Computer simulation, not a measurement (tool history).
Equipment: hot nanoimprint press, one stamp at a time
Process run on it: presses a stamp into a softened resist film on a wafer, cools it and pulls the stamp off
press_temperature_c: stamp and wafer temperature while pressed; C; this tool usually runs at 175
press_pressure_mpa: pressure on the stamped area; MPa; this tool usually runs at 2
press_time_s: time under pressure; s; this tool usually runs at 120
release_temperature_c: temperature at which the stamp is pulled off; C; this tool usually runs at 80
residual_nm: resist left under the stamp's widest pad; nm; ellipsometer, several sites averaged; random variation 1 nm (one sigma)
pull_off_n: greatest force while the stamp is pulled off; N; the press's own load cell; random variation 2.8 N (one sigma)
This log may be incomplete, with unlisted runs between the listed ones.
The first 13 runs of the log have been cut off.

| run | day | press_temperature_c | press_pressure_mpa | press_time_s | release_temperature_c | residual_nm | pull_off_n |
|---|---|---|---|---|---|---|---|
| 14 | 16.383 | 170 | 2 | 120 | 80 | 336.4 | 185 |
| 15 | 17.396 | 170 | 2 | 120 | 80 | 339.1 | 183 |
| 16 | 18.938 | 170 | 2 | 120 | 80 | 342 | 180 |
| 17 | 20.396 | 170 | 2 | 120 | 80 | 338.6 | 182 |
| 18 | 21.567 | 170 | 2 | 120 | 80 | 341 | 176 |
|  | 22.421 | gauge calibrated |
| 19 | 23.067 | 187 | 2.85 | 65 | 78 | 210.3 | 178 |
|  | 24.725 | plate thermocouple calibrated |
| 20 | 24.725 | 176 | 2 | 120 | 72 | 281.2 | 200 |
| 21 | 26.512 | 176 | 2 | 120 | 72 | 280.5 | 197 |
| 22 | 28.2 | 175 | 2 | 201 | 71 | 245.3 | 193 |
| 23 | 29.225 | 175 | 2 | 191 | 80 | 248.6 | 180 |
| 24 | 30.458 | 175 | 2 | 191 | 80 | 248.9 | 174 |
| 25 | 31.983 | 170 | 2.18 | 190 | 84 | 285.1 | 164 |
| 26 | 32.792 | 170 | 2.18 | 190 | 84 | 285.5 | 174 |
| 27 | 33.883 | 170 | 2.18 | 190 | 84 | 286.7 | 172 |
| 28 | 35.183 | 170 | 2 | 114 | 80 | 342.5 | 175 |
| 29 | 37.029 | 183 | 2.6 | 120 | 69 | 199.6 | 193 |
|  | 37.529 | press's hydraulic seals changed and the load cell set to zero |
| 30 | 39.167 | 171 | 2.04 | 239 | 74 | 262.9 | 189 |
| 31 | 40.179 | 171 | 2.04 | 239 | 74 | 264.4 | 190 |

Branching from run 31: 3 alternative next runs. What would each branch give?
| A | 41.921 | 175 | 2.32 | 120 | 80 | ? | ? |
| B | 41.921 | 173 | 2.74 | 88 | 74 | ? | ? |
| C | 41.921 | 171 | 1.29 | 124 | 83 | ? | ? |

| run | residual_nm | pull_off_n |
|---|---|---|
| A | 276.9 | 176 |
| B | 303 | 191 |
| C | 376.7 | 168 |
The same runs, with their run-to-run variation unchanged, on a tool lacking any hidden condition would have given:
| run | residual_nm | pull_off_n |
|---|---|---|
| A | 272.4 | 175 |
| B | 298.2 | 190 |
| C | 370.5 | 167 |
